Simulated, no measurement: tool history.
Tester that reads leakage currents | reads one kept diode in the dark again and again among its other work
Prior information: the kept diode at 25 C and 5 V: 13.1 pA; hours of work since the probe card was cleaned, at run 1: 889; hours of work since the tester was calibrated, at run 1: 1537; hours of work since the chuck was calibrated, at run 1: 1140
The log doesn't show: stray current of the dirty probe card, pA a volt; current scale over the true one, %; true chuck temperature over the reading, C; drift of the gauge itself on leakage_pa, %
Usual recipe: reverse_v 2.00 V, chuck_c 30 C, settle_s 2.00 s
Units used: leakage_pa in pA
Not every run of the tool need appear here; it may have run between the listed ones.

run    hour  reverse_v  chuck_c  settle_s  hours of work since the probe card was cleaned  hours of work since the tester was calibrated  hours of work since the chuck was calibrated  leakage_pa
  1     0.0       2.00       30      2.00                                             889                                           1537                                          1140       19.31
  2    91.4       2.00       30      2.00                                             932                                           1580                                          1184       19.46
  3   181.0       2.00       30      2.00                                             975                                           1623                                          1226       19.92
  4   235.9       2.00       30      2.00                                            1001                                           1649                                          1253       20.02
      263.8  -- probe card cleaned and baked
  5   336.7       2.00       30      2.00                                              35                                           1695                                          1299       14.35
  6   403.1       2.00       30      2.00                                              66                                           1727                                          1331       14.51
  7   465.6       2.00       30      2.00                                              96                                           1756                                          1360       14.68
  8   546.4       2.00       30      2.00                                             134                                           1795                                          1399       14.85
  9   597.1       2.00       30      2.00                                             158                                           1819                                          1423       15.00
 10   670.3      11.95       30      2.00                                             193                                           1854                                          1458       42.01
 11   744.6      11.95       30      2.00                                             228                                           1889                                          1493       43.00
 12   832.7      11.95       30      2.00                                             270                                           1931                                          1535       44.43
 13   908.2       2.00       53      2.00                                             306                                           1967                                          1571       90.56
 14  1006.7       2.00       53      2.00                                             353                                           2014                                          1617       90.53
 15  1071.3       2.00       30      2.00                                             384                                           2044                                          1648       16.42
 16  1136.8       2.00       36      2.00                                             415                                           2075                                          1679       25.75
 17  1231.5       2.00       36      2.00                                             460                                           2120                                          1724       26.00
 18  1326.7       2.00       24      0.95                                             505                                           2166                                          1769       11.88
 19  1376.3       2.00       24      0.95                                             529                                           2189                                          1793       11.97
 20  1418.6       2.00       24      0.95                                             549                                           2209                                          1813       12.04
 21  1481.4       8.23       32      3.97                                             579                                           2239                                          1843       48.00
 22  1539.9       1.19       31      2.51                                             606                                           2267                                          1871       14.04
 23  1583.0       5.36       30      0.31                                             627                                           2287                                          1891       38.43
 24  1658.1       6.92       28      1.61                                             663                                           2323                                          1927       36.55
 25  1730.7       6.92       28      1.61                                             697                                           2358                                          1961       37.32
 26  1793.4       5.27       31      0.97                                             727                                           2387                                          1991       37.66
     1840.9  -- chuck's temperature calibrated
 27  1873.9      16.57       22      1.03                                             764                                           2425                                            16       61.76
 28  1941.9      16.57       22      1.03                                             796                                           2457                                            48       63.76
 29  2017.4      16.57       22      1.03                                             832                                           2493                                            84       65.10
 30  2061.5       6.98       21      1.03                                             853                                           2514                                           105       31.02
 31  2140.0       6.98       21      1.03                                             891                                           2551                                           142       31.57
 32  2224.3       6.98       21      1.03                                             931                                           2591                                           182       32.64
 33  2264.6       2.56       43      5.01                                             950                                           2610                                           201       51.48

Below, each run's measurement less what the same run would have read without the hidden state. Both values contain the same run-to-run variation, but the gauge's scatter may not be the same in both:
run  leakage_pa
  1       +5.90
  2       +6.15
  3       +6.46
  4       +6.62
  5       +0.79
  6       +0.97
  7       +1.17
  8       +1.40
  9       +1.55
 10       +8.36
 11       +9.50
 12      +10.97
 13       +5.58
 14       +5.93
 15       +2.93
 16       +3.58
 17       +3.85
 18       +3.44
 19       +3.57
 20       +3.70
 21      +15.95
 22       +2.79
 23      +11.27
 24      +14.92
 25      +15.60
 26      +12.81
 27      +38.02
 28      +39.77
 29      +41.32
 30      +17.91
 31      +18.57
 32      +19.48
 33       +7.75

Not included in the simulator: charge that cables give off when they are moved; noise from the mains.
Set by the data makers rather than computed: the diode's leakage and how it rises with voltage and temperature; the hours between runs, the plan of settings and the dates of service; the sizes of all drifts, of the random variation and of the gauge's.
